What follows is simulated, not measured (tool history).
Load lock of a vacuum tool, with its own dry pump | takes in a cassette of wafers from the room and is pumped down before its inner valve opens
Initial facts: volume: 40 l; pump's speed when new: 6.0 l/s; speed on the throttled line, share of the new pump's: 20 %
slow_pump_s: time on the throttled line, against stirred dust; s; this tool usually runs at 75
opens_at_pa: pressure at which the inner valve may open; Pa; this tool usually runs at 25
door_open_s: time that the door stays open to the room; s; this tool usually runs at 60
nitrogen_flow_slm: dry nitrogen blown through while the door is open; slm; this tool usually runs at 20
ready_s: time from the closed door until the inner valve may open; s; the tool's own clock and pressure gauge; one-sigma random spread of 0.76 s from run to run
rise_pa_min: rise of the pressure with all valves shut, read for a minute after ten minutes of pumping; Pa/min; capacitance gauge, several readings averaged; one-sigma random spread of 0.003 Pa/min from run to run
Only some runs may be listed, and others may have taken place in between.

run	hour	slow_pump_s	opens_at_pa	door_open_s	nitrogen_flow_slm	incoming humidity of the room's air, %	ready_s	rise_pa_min
1	0.0	75	25	60	20	43.7	120.4	0.047
2	87.0	75	25	60	20	45.6	119.7	0.047
3	153.7	75	25	60	20	44.6	118.3	0.051
4	257.2	75	25	60	20	41.8	120.3	0.044
5	347.5	75	25	60	5	43.5	118.7	0.062
6	416.2	75	25	60	20	43.6	119.7	0.050
7	525.0	75	25	60	20	44.0	119.9	0.054
8	598.5	75	31	60	5	41.0	117.6	0.063
9	644.1	75	31	60	5	47.0	120.1	0.070
10	714.1	75	21	86	27	45.2	121.3	0.061
11	785.7	75	21	86	27	45.6	120.8	0.059
12	857.7	46	45	35	27	46.2	92.8	0.050
13	926.6	52	26	147	20	46.0	102.0	0.075

What if the next run were any one of these 4? Each begins from the tool's condition after run 13:
A	1029.6	118	25	211	35	45.2	?	?
B	1029.6	46	26	32	7	49.5	?	?
C	1029.6	52	28	56	20	45.3	?	?
D	1029.6	52	26	147	7	45.3	?	?

run	ready_s	rise_pa_min
A	153.4	0.081
B	96.4	0.060
C	101.4	0.058
D	102.0	0.101
Had the tool no hidden state, the same runs would have come out as:
run	ready_s	rise_pa_min
A	150.0	0.050
B	91.5	0.030
C	96.7	0.027
D	97.2	0.070
